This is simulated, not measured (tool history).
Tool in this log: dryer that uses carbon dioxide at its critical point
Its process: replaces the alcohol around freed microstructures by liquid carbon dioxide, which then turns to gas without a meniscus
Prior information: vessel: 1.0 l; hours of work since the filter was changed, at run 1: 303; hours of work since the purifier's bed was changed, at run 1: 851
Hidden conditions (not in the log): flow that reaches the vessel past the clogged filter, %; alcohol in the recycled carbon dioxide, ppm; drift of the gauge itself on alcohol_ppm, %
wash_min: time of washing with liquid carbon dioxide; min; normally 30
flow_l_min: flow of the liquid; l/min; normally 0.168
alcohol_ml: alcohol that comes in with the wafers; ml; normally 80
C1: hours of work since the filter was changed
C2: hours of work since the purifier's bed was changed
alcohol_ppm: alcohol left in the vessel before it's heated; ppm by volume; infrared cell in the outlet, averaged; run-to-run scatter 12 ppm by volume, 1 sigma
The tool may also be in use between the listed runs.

run 1 day=0 | wash_min=30 flow_l_min=0.168 alcohol_ml=80 | C1=303 C2=851 | alcohol_ppm=1097
run 2 day=0.908 | wash_min=30 flow_l_min=0.168 alcohol_ml=80 | C1=320 C2=868 | alcohol_ppm=1126
run 3 day=2.796 | wash_min=30 flow_l_min=0.168 alcohol_ml=80 | C1=355 C2=903 | alcohol_ppm=1181
-- day=3.108 inlet filter changed
run 4 day=3.892 | wash_min=25 flow_l_min=0.168 alcohol_ml=80 | C1=15 C2=922 | alcohol_ppm=1801
run 5 day=5.375 | wash_min=25 flow_l_min=0.168 alcohol_ml=80 | C1=42 C2=950 | alcohol_ppm=1794
run 6 day=7.358 | wash_min=30 flow_l_min=0.134 alcohol_ml=80 | C1=79 C2=986 | alcohol_ppm=2318
run 7 day=8.658 | wash_min=30 flow_l_min=0.185 alcohol_ml=80 | C1=103 C2=1011 | alcohol_ppm=679
run 8 day=10.483 | wash_min=30 flow_l_min=0.185 alcohol_ml=80 | C1=136 C2=1044 | alcohol_ppm=707
run 9 day=11.658 | wash_min=30 flow_l_min=0.168 alcohol_ml=45 | C1=158 C2=1066 | alcohol_ppm=671
run 10 day=13.417 | wash_min=30 flow_l_min=0.168 alcohol_ml=21 | C1=191 C2=1099 | alcohol_ppm=419
run 11 day=14.558 | wash_min=30 flow_l_min=0.168 alcohol_ml=21 | C1=212 C2=1120 | alcohol_ppm=433
run 12 day=16.071 | wash_min=30 flow_l_min=0.168 alcohol_ml=80 | C1=240 C2=1148 | alcohol_ppm=1180
run 13 day=17.1 | wash_min=30 flow_l_min=0.168 alcohol_ml=80 | C1=259 C2=1167 | alcohol_ppm=1219
run 14 day=19.192 | wash_min=30 flow_l_min=0.168 alcohol_ml=33 | C1=298 C2=1206 | alcohol_ppm=627
run 15 day=21.112 | wash_min=30 flow_l_min=0.168 alcohol_ml=33 | C1=333 C2=1241 | alcohol_ppm=645
-- day=22.6 inlet filter changed
run 16 day=23.321 | wash_min=30 flow_l_min=0.168 alcohol_ml=80 | C1=13 C2=1281 | alcohol_ppm=921
-- day=23.95 purifier's bed changed
run 17 day=24.479 | wash_min=30 flow_l_min=0.168 alcohol_ml=42 | C1=32 C2=10 | alcohol_ppm=376
run 18 day=25.633 | wash_min=30 flow_l_min=0.168 alcohol_ml=42 | C1=54 C2=31 | alcohol_ppm=415
run 19 day=27.021 | wash_min=20 flow_l_min=0.168 alcohol_ml=80 | C1=79 C2=57 | alcohol_ppm=3689
run 20 day=28.604 | wash_min=20 flow_l_min=0.168 alcohol_ml=80 | C1=109 C2=86 | alcohol_ppm=3779
run 21 day=30.596 | wash_min=20 flow_l_min=0.168 alcohol_ml=80 | C1=146 C2=123 | alcohol_ppm=3863
run 22 day=32.679 | wash_min=30 flow_l_min=0.159 alcohol_ml=80 | C1=184 C2=161 | alcohol_ppm=1151
run 23 day=33.708 | wash_min=30 flow_l_min=0.159 alcohol_ml=80 | C1=203 C2=181 | alcohol_ppm=1147
run 24 day=35.783 | wash_min=42 flow_l_min=0.235 alcohol_ml=34 | C1=242 C2=219 | alcohol_ppm=37
run 25 day=37.558 | wash_min=42 flow_l_min=0.235 alcohol_ml=34 | C1=274 C2=252 | alcohol_ppm=50
run 26 day=39.679 | wash_min=30 flow_l_min=0.168 alcohol_ml=82 | C1=314 C2=291 | alcohol_ppm=1119
run 27 day=41.054 | wash_min=30 flow_l_min=0.168 alcohol_ml=24 | C1=339 C2=316 | alcohol_ppm=370
-- day=42.217 inlet filter changed
run 28 day=42.217 | wash_min=30 flow_l_min=0.153 alcohol_ml=57 | C1=0 C2=337 | alcohol_ppm=845
run 29 day=43.833 | wash_min=30 flow_l_min=0.153 alcohol_ml=57 | C1=30 C2=367 | alcohol_ppm=884
run 30 day=44.725 | wash_min=31 flow_l_min=0.145 alcohol_ml=66 | C1=46 C2=384 | alcohol_ppm=1129
run 31 day=46.588 | wash_min=31 flow_l_min=0.145 alcohol_ml=66 | C1=81 C2=418 | alcohol_ppm=1181
run 32 day=48.35 | wash_min=45 flow_l_min=0.145 alcohol_ml=65 | C1=113 C2=451 | alcohol_ppm=252
run 33 day=50.217 | wash_min=23 flow_l_min=0.153 alcohol_ml=63 | C1=148 C2=485 | alcohol_ppm=2796
run 34 day=52.346 | wash_min=23 flow_l_min=0.153 alcohol_ml=63 | C1=187 C2=525 | alcohol_ppm=2856
run 35 day=54.167 | wash_min=23 flow_l_min=0.153 alcohol_ml=63 | C1=221 C2=558 | alcohol_ppm=2915
run 36 day=55.933 | wash_min=36 flow_l_min=0.168 alcohol_ml=30 | C1=254 C2=591 | alcohol_ppm=244
run 37 day=57.308 | wash_min=20 flow_l_min=0.168 alcohol_ml=80 | C1=279 C2=616 | alcohol_ppm=4356
run 38 day=58.438 | wash_min=46 flow_l_min=0.28 alcohol_ml=49 | C1=300 C2=637 | alcohol_ppm=94
run 39 day=59.688 | wash_min=46 flow_l_min=0.195 alcohol_ml=115 | C1=323 C2=661 | alcohol_ppm=155
run 40 day=61.079 | wash_min=25 flow_l_min=0.156 alcohol_ml=80 | C1=349 C2=686 | alcohol_ppm=3120
-- day=61.688 inlet filter changed
run 41 day=63.038 | wash_min=25 flow_l_min=0.156 alcohol_ml=80 | C1=25 C2=722 | alcohol_ppm=2299
run 42 day=65.046 | wash_min=25 flow_l_min=0.242 alcohol_ml=80 | C1=62 C2=759 | alcohol_ppm=391
run 43 day=66.654 | wash_min=25 flow_l_min=0.242 alcohol_ml=80 | C1=92 C2=789 | alcohol_ppm=428
run 44 day=67.692 | wash_min=36 flow_l_min=0.172 alcohol_ml=22 | C1=111 C2=808 | alcohol_ppm=203
run 45 day=69.762 | wash_min=36 flow_l_min=0.172 alcohol_ml=22 | C1=149 C2=846 | alcohol_ppm=219
run 46 day=71.675 | wash_min=36 flow_l_min=0.172 alcohol_ml=116 | C1=185 C2=882 | alcohol_ppm=592

Forecast each of these 3 alternatives for the next run:
run A day=72.933 | wash_min=30 flow_l_min=0.219 alcohol_ml=80 | C1=208 C2=905 | alcohol_ppm=?
run B day=72.933 | wash_min=18 flow_l_min=0.172 alcohol_ml=27 | C1=208 C2=905 | alcohol_ppm=?
run C day=72.933 | wash_min=36 flow_l_min=0.113 alcohol_ml=116 | C1=208 C2=905 | alcohol_ppm=?

run=A alcohol_ppm=357
run=B alcohol_ppm=1932
run=C alcohol_ppm=3435
Stripped of hidden state, with their random variation kept, the same runs would have yielded:
run=A alcohol_ppm=158
run=B alcohol_ppm=1524
run=C alcohol_ppm=2673
